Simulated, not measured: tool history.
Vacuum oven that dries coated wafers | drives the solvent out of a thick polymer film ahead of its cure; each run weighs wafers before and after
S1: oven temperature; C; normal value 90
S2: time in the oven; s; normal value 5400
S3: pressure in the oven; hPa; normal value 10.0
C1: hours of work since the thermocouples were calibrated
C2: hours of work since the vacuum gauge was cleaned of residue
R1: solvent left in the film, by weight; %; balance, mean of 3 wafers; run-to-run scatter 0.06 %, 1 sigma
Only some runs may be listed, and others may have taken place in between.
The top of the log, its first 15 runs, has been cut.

| run | hour | S1 | S2 | S3 | C1 | C2 | R1 |
|---|---|---|---|---|---|---|---|
| 16 | 967.8 | 87 | 5400 | 10.0 | 118 | 803 | 4.36 |
| 17 | 1006.2 | 87 | 5400 | 10.0 | 140 | 826 | 4.31 |
| 18 | 1057.8 | 87 | 5400 | 10.0 | 170 | 856 | 4.40 |
| 19 | 1103.6 | 90 | 5400 | 10.0 | 197 | 882 | 3.53 |
| 20 | 1191.6 | 90 | 5400 | 10.0 | 248 | 934 | 3.61 |
| 21 | 1269.3 | 90 | 5400 | 10.0 | 294 | 979 | 3.65 |
| 22 | 1333.0 | 90 | 5400 | 10.0 | 331 | 1016 | 3.65 |
| 23 | 1414.6 | 90 | 5400 | 10.0 | 378 | 1063 | 3.66 |
| 24 | 1484.7 | 101 | 3420 | 11.8 | 419 | 1104 | 3.24 |
| 25 | 1547.5 | 77 | 5400 | 7.1 | 455 | 1141 | 7.90 |
| 26 | 1633.6 | 77 | 5400 | 7.1 | 505 | 1191 | 7.94 |
| 27 | 1690.4 | 77 | 3060 | 20.0 | 539 | 1224 | 12.04 |
| 28 | 1784.1 | 90 | 4140 | 13.6 | 593 | 1278 | 5.48 |
| 29 | 1851.9 | 90 | 4140 | 13.6 | 632 | 1318 | 5.61 |
| 30 | 1914.7 | 90 | 4140 | 13.6 | 669 | 1354 | 5.55 |
| 31 | 1974.0 | 90 | 6360 | 13.6 | 704 | 1389 | 3.24 |
| 32 | 2051.2 | 90 | 3540 | 14.9 | 748 | 1434 | 6.58 |
| 33 | 2137.9 | 90 | 3540 | 14.9 | 799 | 1484 | 6.62 |
| 34 | 2230.0 | 90 | 7200 | 39.4 | 852 | 1538 | 4.56 |
| 35 | 2290.9 | 90 | 7200 | 39.4 | 888 | 1573 | 4.83 |
| 36 | 2357.9 | 83 | 3000 | 10.0 | 927 | 1612 | 9.93 |
| 37 | 2425.0 | 83 | 3000 | 10.0 | 966 | 1651 | 10.13 |
| 38 | 2497.1 | 83 | 4500 | 20.2 | 1008 | 1693 | 8.15 |
| 39 | 2585.6 | 83 | 4500 | 20.2 | 1059 | 1744 | 8.26 |

5 options for the next run, each taken on its own from the tool as it stands now. Forecast them:
| A | 2641.8 | 81 | 7140 | 10.0 | 1092 | 1777 | ? |
| B | 2641.8 | 83 | 4500 | 7.1 | 1092 | 1777 | ? |
| C | 2641.8 | 90 | 5520 | 37.1 | 1092 | 1777 | ? |
| D | 2641.8 | 90 | 8760 | 17.6 | 1092 | 1777 | ? |
| E | 2641.8 | 83 | 8520 | 20.2 | 1092 | 1777 | ? |

| run | R1 |
|---|---|
| A | 5.42 |
| B | 7.44 |
| C | 5.86 |
| D | 2.57 |
| E | 4.77 |
With no hidden state in the tool, these same runs would have given:
| run | R1 |
|---|---|
| A | 4.38 |
| B | 6.38 |
| C | 4.91 |
| D | 1.93 |
| E | 3.80 |
